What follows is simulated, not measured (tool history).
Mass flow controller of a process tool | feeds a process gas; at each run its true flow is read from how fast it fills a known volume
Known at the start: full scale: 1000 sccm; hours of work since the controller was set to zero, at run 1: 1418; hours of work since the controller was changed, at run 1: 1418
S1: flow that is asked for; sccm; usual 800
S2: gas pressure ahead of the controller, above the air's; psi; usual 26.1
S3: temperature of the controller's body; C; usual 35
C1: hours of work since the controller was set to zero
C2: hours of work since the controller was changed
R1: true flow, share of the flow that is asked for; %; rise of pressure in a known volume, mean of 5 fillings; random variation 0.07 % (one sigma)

run    hour   S1    S2  S3    C1    C2     R1
  1       0  800  26.1  35  1418  1418  98.58
  2    51.5  800  26.1  35  1456  1456  98.52
  3   124.2  800  26.1  35  1508  1508  98.68
  4   185.4  800  26.1  35  1553  1553  98.61
  5   222.2  800  27.3  35  1579  1579  98.43
  6   307.4  800  26.1  32  1641  1641   98.8
  7   387.9  800  26.1  32  1699  1699  98.77
  8   451.2  867  26.1  32  1745  1745     99
  9   527.7  800  26.1  35  1800  1800  98.64
 10   580.1  800  26.1  35  1838  1838  98.55
 11   634.9  800  26.1  35  1878  1878  98.65
 12   684.8  800  26.1  35  1914  1914  98.67
 13   730.4  800  26.1  35  1947  1947  98.63
 14   799.8  800  26.1  35  1997  1997  98.67
 15   845.3  800  26.1  35  2030  2030  98.64
 16   928.3  749  26.1  35  2090  2090  98.35
 17   980.1  749  26.1  35  2127  2127   98.4
 18  1019.5  268  40.5  26  2156  2156  97.91
 19  1091.2  271  26.1  35  2208  2208  97.31
 20  1172.9  191  26.1  38  2267  2267  96.98
 21  1251.2  441  32.2  38  2323  2323  97.37
 22  1297.9  441  29.4  38  2357  2357  97.32
 23  1340.2  441  29.4  38  2388  2388   97.3
 24  1417.4  344  31.5  23  2444  2444  98.44
 25  1473.1  234  27.7  35  2484  2484  97.14
 26  1537.5  234  27.7  35  2531  2531  97.24
 27  1607.4  234  27.7  35  2581  2581  97.34
 28  1660.1  234  27.7  35  2619  2619  97.31
 29  1710.7  468  22.6  35  2656  2656  97.83
 30  1758.6  468  22.6  35  2690  2690  97.78
 31  1847.1  468  22.6  35  2754  2754  97.78

5 ways to go on from here, each from the tool as it stands after run 31. What would each give?
  A  1888.5  809  26.5  28  2784  2784   ?
  B  1888.5  971  21.2  35  2784  2784   ?
  C  1888.5  800  26.1  33  2784  2784   ?
  D  1888.5  468  22.6  26  2784  2784   ?
  E  1888.5  232  26.1  35  2784  2784   ?

run     R1
  A  99.05
  B  98.98
  C  98.69
  D  98.59
  E  97.38
Without the tool's hidden state the same runs would have given:
run     R1
  A   99.1
  B  99.05
  C  98.73
  D  98.52
  E  97.04
